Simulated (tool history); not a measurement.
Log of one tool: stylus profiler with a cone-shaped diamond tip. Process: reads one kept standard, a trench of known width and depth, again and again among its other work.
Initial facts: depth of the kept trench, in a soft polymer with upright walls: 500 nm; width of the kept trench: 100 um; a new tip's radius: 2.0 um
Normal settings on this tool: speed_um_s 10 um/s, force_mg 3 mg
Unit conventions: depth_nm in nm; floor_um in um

{"run": 1, "hour": 0.0, "speed_um_s": 10, "force_mg": 3, "depth_nm": 503.07, "floor_um": 96.93}
{"run": 2, "hour": 114.9, "speed_um_s": 10, "force_mg": 3, "depth_nm": 503.17, "floor_um": 96.91}
{"run": 3, "hour": 218.2, "speed_um_s": 10, "force_mg": 3, "depth_nm": 503.29, "floor_um": 96.9}
{"run": 4, "hour": 320.1, "speed_um_s": 10, "force_mg": 3, "depth_nm": 503.44, "floor_um": 96.88}
{"run": 5, "hour": 420.5, "speed_um_s": 5, "force_mg": 3, "depth_nm": 503.39, "floor_um": 96.88}
{"run": 6, "hour": 475.1, "speed_um_s": 22, "force_mg": 3, "depth_nm": 503.43, "floor_um": 96.78}
{"run": 7, "hour": 561.3, "speed_um_s": 22, "force_mg": 3, "depth_nm": 503.59, "floor_um": 96.71}
{"run": 8, "hour": 633.3, "speed_um_s": 22, "force_mg": 3, "depth_nm": 503.5, "floor_um": 96.77}
{"run": 9, "hour": 729.9, "speed_um_s": 22, "force_mg": 3, "depth_nm": 503.63, "floor_um": 96.68}
{"run": 10, "hour": 793.6, "speed_um_s": 10, "force_mg": 3, "depth_nm": 503.61, "floor_um": 96.8}
{"run": 11, "hour": 859.9, "speed_um_s": 10, "force_mg": 3, "depth_nm": 503.88, "floor_um": 96.74}
{"run": 12, "hour": 991.5, "speed_um_s": 12, "force_mg": 3, "depth_nm": 503.86, "floor_um": 96.78}
{"run": 13, "hour": 1099.7, "speed_um_s": 10, "force_mg": 3.14, "depth_nm": 503.98, "floor_um": 96.76}
{"run": 14, "hour": 1222.6, "speed_um_s": 10, "force_mg": 3, "depth_nm": 503.78, "floor_um": 96.71}
{"run": 15, "hour": 1338.0, "speed_um_s": 10, "force_mg": 3, "depth_nm": 503.94, "floor_um": 96.66}
{"run": 16, "hour": 1465.8, "speed_um_s": 6, "force_mg": 3, "depth_nm": 504, "floor_um": 96.73}
{"run": 17, "hour": 1599.0, "speed_um_s": 6, "force_mg": 3, "depth_nm": 504.12, "floor_um": 96.69}
{"run": 18, "hour": 1657.3, "speed_um_s": 11, "force_mg": 3, "depth_nm": 504.2, "floor_um": 96.63}
{"run": 19, "hour": 1776.7, "speed_um_s": 11, "force_mg": 3, "depth_nm": 504.27, "floor_um": 96.61}
{"run": 20, "hour": 1910.6, "speed_um_s": 10, "force_mg": 1.93, "depth_nm": 503.24, "floor_um": 96.62}
{"run": 21, "hour": 2010.0, "speed_um_s": 3, "force_mg": 3.87, "depth_nm": 505.03, "floor_um": 96.67}
{"run": 22, "hour": 2093.6, "speed_um_s": 3, "force_mg": 3.87, "depth_nm": 505.03, "floor_um": 96.66}
{"run": 23, "hour": 2213.0, "speed_um_s": 3, "force_mg": 3.87, "depth_nm": 505.1, "floor_um": 96.66}
{"run": 24, "hour": 2320.7, "speed_um_s": 6, "force_mg": 1.63, "depth_nm": 503.46, "floor_um": 96.57}
{"run": 25, "hour": 2394.6, "speed_um_s": 10, "force_mg": 8.32, "depth_nm": 507.76, "floor_um": 96.55}
{"run": 26, "hour": 2450.5, "speed_um_s": 10, "force_mg": 8.32, "depth_nm": 507.78, "floor_um": 96.58}
{"hour": 2502.4, "done": "height scale calibrated on a step standard"}
{"run": 27, "hour": 2554.9, "speed_um_s": 10, "force_mg": 8.32, "depth_nm": 506.12, "floor_um": 96.56}
{"run": 28, "hour": 2626.6, "speed_um_s": 10, "force_mg": 1.49, "depth_nm": 501.73, "floor_um": 96.52}
{"run": 29, "hour": 2760.3, "speed_um_s": 10, "force_mg": 1.49, "depth_nm": 501.96, "floor_um": 96.47}
{"run": 30, "hour": 2858.1, "speed_um_s": 10, "force_mg": 1.49, "depth_nm": 502.02, "floor_um": 96.51}
{"run": 31, "hour": 2986.7, "speed_um_s": 10, "force_mg": 1.49, "depth_nm": 502.01, "floor_um": 96.43}
{"run": 32, "hour": 3059.7, "speed_um_s": 8, "force_mg": 1.25, "depth_nm": 501.83, "floor_um": 96.46}
{"run": 33, "hour": 3173.7, "speed_um_s": 8, "force_mg": 1.25, "depth_nm": 501.96, "floor_um": 96.4}
{"run": 34, "hour": 3271.5, "speed_um_s": 16, "force_mg": 1.01, "depth_nm": 501.81, "floor_um": 96.37}
{"run": 35, "hour": 3397.7, "speed_um_s": 3, "force_mg": 4.83, "depth_nm": 504.69, "floor_um": 96.51}
{"run": 36, "hour": 3506.7, "speed_um_s": 10, "force_mg": 5.75, "depth_nm": 505.34, "floor_um": 96.44}
{"run": 37, "hour": 3589.4, "speed_um_s": 10, "force_mg": 5.75, "depth_nm": 505.23, "floor_um": 96.44}

Predict each of these 5 candidate next runs independently; none follows another, all start after run 37:
{"run": "A", "hour": 3691.2, "speed_um_s": 3, "force_mg": 5.28, "depth_nm": "?", "floor_um": "?"}
{"run": "B", "hour": 3691.2, "speed_um_s": 4, "force_mg": 4.1, "depth_nm": "?", "floor_um": "?"}
{"run": "C", "hour": 3691.2, "speed_um_s": 23, "force_mg": 2.42, "depth_nm": "?", "floor_um": "?"}
{"run": "D", "hour": 3691.2, "speed_um_s": 4, "force_mg": 1.6, "depth_nm": "?", "floor_um": "?"}
{"run": "E", "hour": 3691.2, "speed_um_s": 23, "force_mg": 6.49, "depth_nm": "?", "floor_um": "?"}

run=A depth_nm=505.22 floor_um=96.4
run=B depth_nm=504.36 floor_um=96.41
run=C depth_nm=503.17 floor_um=96.33
run=D depth_nm=502.34 floor_um=96.43
run=E depth_nm=505.83 floor_um=96.38
Without the tool's unlogged condition, the same runs would have read:
run=A depth_nm=504.76 floor_um=97.3
run=B depth_nm=503.9 floor_um=97.3
run=C depth_nm=502.71 floor_um=97.23
run=D depth_nm=501.88 floor_um=97.33
run=E depth_nm=505.36 floor_um=97.27
